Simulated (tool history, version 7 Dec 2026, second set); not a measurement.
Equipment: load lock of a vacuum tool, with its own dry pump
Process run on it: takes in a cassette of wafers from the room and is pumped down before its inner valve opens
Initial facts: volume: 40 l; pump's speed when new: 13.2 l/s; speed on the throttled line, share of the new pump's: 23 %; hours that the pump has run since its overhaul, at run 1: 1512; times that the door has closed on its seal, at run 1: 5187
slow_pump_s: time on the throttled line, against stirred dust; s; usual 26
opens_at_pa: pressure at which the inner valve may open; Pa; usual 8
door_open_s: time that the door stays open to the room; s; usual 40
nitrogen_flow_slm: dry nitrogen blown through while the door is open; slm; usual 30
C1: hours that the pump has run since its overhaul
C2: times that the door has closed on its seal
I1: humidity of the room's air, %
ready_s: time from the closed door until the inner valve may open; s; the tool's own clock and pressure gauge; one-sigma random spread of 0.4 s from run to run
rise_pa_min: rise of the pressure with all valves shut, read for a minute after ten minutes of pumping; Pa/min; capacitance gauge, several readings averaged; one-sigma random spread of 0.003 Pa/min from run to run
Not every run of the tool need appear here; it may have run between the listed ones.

Run 1, hour 0: usual settings; C1 1512; C2 5187; I1 42.3. Result: ready_s 48.7 s, rise_pa_min 0.029 Pa/min.
Run 2, hour 53: usual settings; C1 1565; C2 5303; I1 42.3. Result: ready_s 48.1 s, rise_pa_min 0.03 Pa/min.
Run 3, hour 135.6: usual settings; C1 1648; C2 5485; I1 44.7. Result: ready_s 48.7 s, rise_pa_min 0.035 Pa/min.
Run 4, hour 256.3: usual settings but nitrogen_flow_slm 11 slm; C1 1768; C2 5750; I1 47. Result: ready_s 48.5 s, rise_pa_min 0.052 Pa/min.
Run 5, hour 337.6: usual settings but nitrogen_flow_slm 11 slm; C1 1850; C2 5928; I1 46.9. Result: ready_s 48.9 s, rise_pa_min 0.047 Pa/min.
Run 6, hour 423.3: usual settings but opens_at_pa 7 Pa, nitrogen_flow_slm 11 slm; C1 1935; C2 6116; I1 43.9. Result: ready_s 49.3 s, rise_pa_min 0.045 Pa/min.
Run 7, hour 495.9: usual settings but opens_at_pa 13 Pa, door_open_s 201 s, nitrogen_flow_slm 13 slm; C1 2008; C2 6276; I1 49.7. Result: ready_s 47.4 s, rise_pa_min 0.109 Pa/min.
Run 8, hour 544.8: usual settings but slow_pump_s 15 s, opens_at_pa 7 Pa, door_open_s 201 s, nitrogen_flow_slm 13 slm; C1 2057; C2 6383; I1 43.4. Result: ready_s 41.7 s, rise_pa_min 0.096 Pa/min.
Run 9, hour 630.3: usual settings but slow_pump_s 31 s; C1 2142; C2 6571; I1 46.3. Result: ready_s 52.8 s, rise_pa_min 0.034 Pa/min.
Run 10, hour 718.8: usual settings but slow_pump_s 31 s; C1 2231; C2 6765; I1 42.7. Result: ready_s 53.8 s, rise_pa_min 0.037 Pa/min.
Run 11, hour 814.9: usual settings but slow_pump_s 34 s, door_open_s 117 s; C1 2327; C2 6976; I1 44. Result: ready_s 56.1 s, rise_pa_min 0.055 Pa/min.

Forecast each of these 3 alternatives for the next run:
Run A, hour 935.3: usual settings but slow_pump_s 15 s, door_open_s 27 s, nitrogen_flow_slm 16 slm; C1 2447; C2 7241; I1 48.9. Result: ready_s ?, rise_pa_min ?.
Run B, hour 935.3: usual settings but opens_at_pa 10 Pa, nitrogen_flow_slm 14 slm; C1 2447; C2 7241; I1 49.1. Result: ready_s ?, rise_pa_min ?.
Run C, hour 935.3: usual settings but slow_pump_s 43 s, door_open_s 117 s; C1 2447; C2 7241; I1 47.1. Result: ready_s ?, rise_pa_min ?.

run  ready_s  rise_pa_min
  A     40.8        0.033
  B     48.5         0.05
  C     61.4        0.057
Without the tool's unlogged condition, the same runs would have read:
run  ready_s  rise_pa_min
  A     40.8        0.032
  B     48.5         0.05
  C     61.4        0.057
